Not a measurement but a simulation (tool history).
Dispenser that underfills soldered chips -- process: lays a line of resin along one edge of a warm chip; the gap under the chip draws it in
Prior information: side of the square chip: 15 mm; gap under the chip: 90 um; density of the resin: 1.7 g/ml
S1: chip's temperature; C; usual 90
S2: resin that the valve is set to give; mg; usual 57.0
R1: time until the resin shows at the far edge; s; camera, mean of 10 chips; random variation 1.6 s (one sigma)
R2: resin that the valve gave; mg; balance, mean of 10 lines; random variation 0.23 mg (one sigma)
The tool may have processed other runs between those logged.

run 1 hour=0.0 | S1=90 S2=57.0 | R1=176.4 R2=56.71
run 2 hour=4.7 | S1=78 S2=57.0 | R1=309.0 R2=56.32
-- hour=8.0 new syringe of resin
run 3 hour=12.3 | S1=78 S2=57.0 | R1=269.8 R2=56.65
run 4 hour=16.5 | S1=78 S2=57.0 | R1=320.5 R2=56.56
-- hour=18.0 new syringe of resin
run 5 hour=21.0 | S1=78 S2=57.0 | R1=253.7 R2=56.44
run 6 hour=26.2 | S1=78 S2=57.0 | R1=314.9 R2=56.29
-- hour=27.9 new syringe of resin
run 7 hour=30.5 | S1=78 S2=57.0 | R1=247.9 R2=56.05
run 8 hour=35.1 | S1=78 S2=57.0 | R1=303.8 R2=55.76
-- hour=37.7 new syringe of resin
run 9 hour=42.0 | S1=90 S2=57.0 | R1=183.8 R2=55.83
run 10 hour=46.9 | S1=90 S2=57.0 | R1=225.6 R2=56.10
-- hour=48.0 new syringe of resin
run 11 hour=55.5 | S1=90 S2=57.0 | R1=208.6 R2=55.62
-- hour=58.2 new syringe of resin
run 12 hour=61.6 | S1=76 S2=63.4 | R1=272.5 R2=61.91
-- hour=68.0 new syringe of resin
run 13 hour=71.0 | S1=83 S2=72.3 | R1=206.5 R2=69.93
-- hour=78.0 new syringe of resin
run 14 hour=79.5 | S1=90 S2=57.7 | R1=163.4 R2=55.66
run 15 hour=86.4 | S1=103 S2=71.7 | R1=148.7 R2=69.15
-- hour=88.1 new syringe of resin
run 16 hour=95.5 | S1=91 S2=58.2 | R1=202.0 R2=55.76
-- hour=98.1 new syringe of resin
run 17 hour=101.9 | S1=86 S2=49.8 | R1=206.0 R2=48.07

For each run, the measured value with the value that run would have given without the tool's hidden condition subtracted. The run-to-run variation is shared by both, the gauge scatter possibly not:
Hidden state present: resin's viscosity, % of fresh resin's; dose that the valve gives, % of what is set; true chip temperature over the reading, C; drift of the gauge itself on fill_s, %; drift of the gauge itself on given_mg, %.
run=1 R1=+19.0 R2=-0.21
run=2 R1=+83.0 R2=-0.30
run=3 R1=+42.9 R2=-0.45
run=4 R1=+95.5 R2=-0.53
run=5 R1=+27.5 R2=-0.62
run=6 R1=+89.0 R2=-0.73
run=7 R1=+22.5 R2=-0.80
run=8 R1=+76.4 R2=-0.87
run=9 R1=+28.6 R2=-1.01
run=10 R1=+70.4 R2=-1.12
run=11 R1=+56.3 R2=-1.29
run=12 R1=+33.3 R2=-1.55
run=13 R1=+15.5 R2=-1.98
run=14 R1=+6.9 R2=-1.74
run=15 R1=+41.9 R2=-2.33
run=16 R1=+50.7 R2=-2.06
run=17 R1=+29.6 R2=-1.90

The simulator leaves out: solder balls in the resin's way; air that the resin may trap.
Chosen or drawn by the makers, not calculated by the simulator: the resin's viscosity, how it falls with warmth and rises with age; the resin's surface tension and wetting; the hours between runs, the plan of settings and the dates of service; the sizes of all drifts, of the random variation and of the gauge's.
